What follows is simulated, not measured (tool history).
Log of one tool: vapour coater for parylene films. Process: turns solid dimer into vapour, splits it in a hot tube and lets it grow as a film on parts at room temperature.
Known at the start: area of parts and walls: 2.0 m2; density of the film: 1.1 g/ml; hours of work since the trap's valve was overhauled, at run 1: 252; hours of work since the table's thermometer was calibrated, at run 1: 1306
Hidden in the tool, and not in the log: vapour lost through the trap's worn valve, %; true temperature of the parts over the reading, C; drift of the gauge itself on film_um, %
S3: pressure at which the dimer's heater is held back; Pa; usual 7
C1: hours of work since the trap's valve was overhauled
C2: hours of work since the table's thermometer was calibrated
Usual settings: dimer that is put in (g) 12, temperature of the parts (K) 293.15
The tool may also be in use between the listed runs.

Run 1, hour 0: usual settings; C1 252; C2 1306. Result: thickness of the film (µm) 3.58.
Run 2, hour 30.2: usual settings but dimer that is put in (g) 13; C1 277; C2 1332. Result: thickness of the film (µm) 3.86.
Run 3, hour 54.5: usual settings; C1 298; C2 1352. Result: thickness of the film (µm) 3.57.
Run 4, hour 94: usual settings but dimer that is put in (g) 10; C1 331; C2 1385. Result: thickness of the film (µm) 2.91.
Run 5, hour 127.3: usual settings but dimer that is put in (g) 6; C1 359; C2 1413. Result: thickness of the film (µm) 1.75.
Run 6, hour 176.3: usual settings but dimer that is put in (g) 7; C1 400; C2 1454. Result: thickness of the film (µm) 2.03.
Run 7, hour 218.1: usual settings but dimer that is put in (g) 7; C1 435; C2 1490. Result: thickness of the film (µm) 1.98.
Run 8, hour 242.8: usual settings but temperature of the parts (K) 296.15; C1 456; C2 1510. Result: thickness of the film (µm) 3.23.
Run 9, hour 266.7: usual settings but S3 2.72 Pa; C1 476; C2 1530. Result: thickness of the film (µm) 4.15.
At hour 277.7: trap's valve overhauled.
Run 10, hour 308.2: usual settings but S3 2.72 Pa; C1 26; C2 1562. Result: thickness of the film (µm) 4.74.
Run 11, hour 344.3: usual settings; C1 56; C2 1592. Result: thickness of the film (µm) 3.84.
Run 12, hour 383: usual settings but dimer that is put in (g) 19, temperature of the parts (K) 288.15, S3 6.36 Pa; C1 88; C2 1625. Result: thickness of the film (µm) 6.57.
Run 13, hour 413.4: usual settings but dimer that is put in (g) 7, temperature of the parts (K) 289.15, S3 6.9 Pa; C1 114; C2 1650. Result: thickness of the film (µm) 2.37.
Run 14, hour 446.3: usual settings but dimer that is put in (g) 9, temperature of the parts (K) 302.15; C1 142; C2 1678. Result: thickness of the film (µm) 2.43.
At hour 452.4: table's thermometer calibrated.
Run 15, hour 494.3: usual settings but dimer that is put in (g) 9, temperature of the parts (K) 302.15, S3 3.29 Pa; C1 181; C2 35. Result: thickness of the film (µm) 2.8.
Run 16, hour 540.7: usual settings but dimer that is put in (g) 19, temperature of the parts (K) 289.15, S3 2.66 Pa; C1 220; C2 74. Result: thickness of the film (µm) 7.7.
At hour 593: table's thermometer calibrated, once more.
Run 17, hour 597.4: usual settings but dimer that is put in (g) 19, temperature of the parts (K) 289.15, S3 2.66 Pa; C1 267; C2 4. Result: thickness of the film (µm) 7.31.

The next listed run, before its measurement:
Run 18, hour 640.7: usual settings but dimer that is put in (g) 11, temperature of the parts (K) 294.15, S3 8.36 Pa; C1 303; C2 40. Result: thickness of the film (µm) ?.

thickness of the film (µm): 3.06
Without the tool's hidden state the same run would have given thickness of the film (µm) 3.35.
